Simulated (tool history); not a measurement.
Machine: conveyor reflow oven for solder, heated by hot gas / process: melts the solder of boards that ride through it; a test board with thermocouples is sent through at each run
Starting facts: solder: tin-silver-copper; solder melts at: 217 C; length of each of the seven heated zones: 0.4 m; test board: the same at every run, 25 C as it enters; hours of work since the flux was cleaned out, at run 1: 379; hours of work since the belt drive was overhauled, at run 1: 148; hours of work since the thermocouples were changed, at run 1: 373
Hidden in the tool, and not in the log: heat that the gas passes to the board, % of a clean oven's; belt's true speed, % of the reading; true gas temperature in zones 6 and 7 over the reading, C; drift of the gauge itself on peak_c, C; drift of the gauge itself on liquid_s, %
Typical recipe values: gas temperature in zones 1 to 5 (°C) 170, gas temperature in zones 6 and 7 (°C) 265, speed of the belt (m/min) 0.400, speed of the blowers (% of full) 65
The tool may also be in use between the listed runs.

run,hour,gas temperature in zones 1 to 5 (°C),gas temperature in zones 6 and 7 (°C),speed of the belt (m/min),speed of the blowers (% of full),hours of work since the flux was cleaned out,hours of work since the belt drive was overhauled,hours of work since the thermocouples were changed,highest temperature of the board (°C),time above the solder's melting point (s)
1,0.0,170,265,0.400,65,379,148,373,250.9,87.3
2,51.8,170,265,0.400,65,401,169,395,251.4,87.1
3,80.5,179,265,0.400,65,413,182,407,252.4,94.2
# hour 121.6: flux residue cleaned out of gas plates and filters
4,127.8,179,265,0.400,65,3,199,425,252.1,94.2
5,151.5,170,257,0.400,65,13,209,434,244.0,78.7
6,185.3,170,257,0.400,65,27,223,449,243.2,78.4
7,211.7,170,257,0.400,65,38,234,460,244.0,78.5
8,251.6,170,257,0.400,65,55,251,476,244.5,78.7
9,286.1,170,257,0.400,65,69,266,491,243.1,78.5
10,329.1,170,265,0.427,65,87,284,509,248.5,78.6
11,365.4,170,265,0.427,65,102,299,524,248.6,78.5
12,402.6,170,271,0.400,65,118,314,540,256.2,92.6
13,437.3,170,271,0.400,65,132,329,554,256.7,93.1
14,484.7,170,271,0.400,65,152,349,574,256.1,92.8
15,516.0,170,271,0.400,65,165,362,587,256.0,92.7
16,557.8,170,271,0.400,65,183,379,605,255.6,92.3
17,580.8,180,265,0.400,87,192,389,614,256.3,99.3
18,610.2,170,268,0.468,62,205,401,627,247.2,68.4
19,645.7,170,268,0.468,62,220,416,642,247.4,68.7
20,694.7,185,263,0.459,65,240,437,662,247.4,79.0
21,723.8,158,263,0.421,65,252,449,674,246.8,70.0
22,746.6,176,263,0.421,69,262,459,684,250.0,84.4

The next listed run, before its measurement:
23,783.7,161,270,0.472,87,278,474,699,?,?

Run 23 came out at highest temperature of the board (°C) 253.5, time above the solder's melting point (s) 71.0.
Were there no unlogged condition in the tool, this run, its random variation unchanged, would have produced highest temperature of the board (°C) 253.6, time above the solder's melting point (s) 71.1.

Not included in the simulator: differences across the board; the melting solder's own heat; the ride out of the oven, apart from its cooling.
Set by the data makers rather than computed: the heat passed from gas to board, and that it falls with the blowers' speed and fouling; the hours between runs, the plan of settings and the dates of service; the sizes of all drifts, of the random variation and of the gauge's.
